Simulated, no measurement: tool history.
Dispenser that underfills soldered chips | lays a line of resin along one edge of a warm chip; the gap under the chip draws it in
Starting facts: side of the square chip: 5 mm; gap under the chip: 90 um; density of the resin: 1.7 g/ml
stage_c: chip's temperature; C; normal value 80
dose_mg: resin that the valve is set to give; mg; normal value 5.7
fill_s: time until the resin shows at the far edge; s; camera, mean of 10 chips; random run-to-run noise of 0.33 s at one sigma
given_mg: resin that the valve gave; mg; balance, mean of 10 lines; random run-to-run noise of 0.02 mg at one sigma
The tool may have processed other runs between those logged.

| run | hour | stage_c | dose_mg | fill_s | given_mg |
|---|---|---|---|---|---|
| 1 | 0 | 80 | 5.7 | 17 | 5.54 |
| 2 | 6.7 | 80 | 5.7 | 15.7 | 5.6 |
| 3 | 14.2 | 80 | 5.7 | 15.4 | 5.6 |
| 4 | 25.5 | 80 | 5.7 | 15.7 | 5.71 |
| 5 | 33 | 80 | 5.7 | 14.9 | 5.64 |
| 6 | 39.6 | 87 | 6.98 | 10.7 | 6.93 |
| 7 | 50.6 | 80 | 5.25 | 15.1 | 5.18 |
| 8 | 62 | 80 | 5.25 | 15.9 | 5.13 |
| 9 | 72.2 | 80 | 6.33 | 16.2 | 6.21 |
| 10 | 82.3 | 69 | 5.7 | 27.5 | 5.57 |

Taken out of this log: 10 entries between the listed runs. Where each belongs, and how the hidden state differs across it:
Runs 1 to 2: new syringe of resin (hour 1.9)
  resin's viscosity, % of fresh resin's: 119.7 -> 111.8; dose that the valve gives, % of what is set: 98.16 -> 97.95; true chip temperature over the reading, C: -0.4 -> -0.41
  the result without the hidden state subtracted from the measured one, fill_s: +3 -> +2 s; given_mg: -0.11 -> -0.11 mg
Runs 2 to 3: new syringe of resin (hour 10.7)
  resin's viscosity, % of fresh resin's: 111.8 -> 111.4; dose that the valve gives, % of what is set: 97.95 -> 97.71; true chip temperature over the reading, C: -0.41 -> -0.44
  the result without the hidden state subtracted from the measured one, fill_s: +2 -> +1.9 s; given_mg: -0.11 -> -0.13 mg
Runs 3 to 4: dispensing valve cleaned and set on the balance (hour 17.9); new syringe of resin (hour 20.5)
  resin's viscosity, % of fresh resin's: 111.4 -> 115; dose that the valve gives, % of what is set: 97.71 -> 99.7; true chip temperature over the reading, C: -0.44 -> -0.47
  the result without the hidden state subtracted from the measured one, fill_s: +1.9 -> +2.3 s; given_mg: -0.13 -> -0.02 mg
Runs 4 to 5: new syringe of resin (hour 30)
  resin's viscosity, % of fresh resin's: 115 -> 108.5; dose that the valve gives, % of what is set: 99.7 -> 99.47; true chip temperature over the reading, C: -0.47 -> -0.49
  the result without the hidden state subtracted from the measured one, fill_s: +2.3 -> +1.5 s; given_mg: -0.02 -> -0.03 mg
Runs 5 to 6: new syringe of resin (hour 38.9)
  resin's viscosity, % of fresh resin's: 108.5 -> 101.5; dose that the valve gives, % of what is set: 99.47 -> 99.25; true chip temperature over the reading, C: -0.49 -> -0.51
  the result without the hidden state subtracted from the measured one, fill_s: +1.5 -> +0.3 s; given_mg: -0.03 -> -0.05 mg
Runs 6 to 7: new syringe of resin (hour 47.6)
  resin's viscosity, % of fresh resin's: 101.5 -> 110.8; dose that the valve gives, % of what is set: 99.25 -> 98.9; true chip temperature over the reading, C: -0.51 -> -0.54
  the result without the hidden state subtracted from the measured one, fill_s: +0.3 -> +1.9 s; given_mg: -0.05 -> -0.06 mg
Runs 7 to 8: new syringe of resin (hour 56.7)
  resin's viscosity, % of fresh resin's: 110.8 -> 115.6; dose that the valve gives, % of what is set: 98.9 -> 98.54; true chip temperature over the reading, C: -0.54 -> -0.57
  the result without the hidden state subtracted from the measured one, fill_s: +1.9 -> +2.5 s; given_mg: -0.06 -> -0.08 mg
Runs 8 to 9: new syringe of resin (hour 65.4)
  resin's viscosity, % of fresh resin's: 115.6 -> 119.3; dose that the valve gives, % of what is set: 98.54 -> 98.21; true chip temperature over the reading, C: -0.57 -> -0.61
  the result without the hidden state subtracted from the measured one, fill_s: +2.5 -> +3 s; given_mg: -0.08 -> -0.11 mg
Runs 9 to 10: new syringe of resin (hour 74.5)
  resin's viscosity, % of fresh resin's: 119.3 -> 121.1; dose that the valve gives, % of what is set: 98.21 -> 97.89; true chip temperature over the reading, C: -0.61 -> -0.64
  the result without the hidden state subtracted from the measured one, fill_s: +3 -> +5.6 s; given_mg: -0.11 -> -0.12 mg
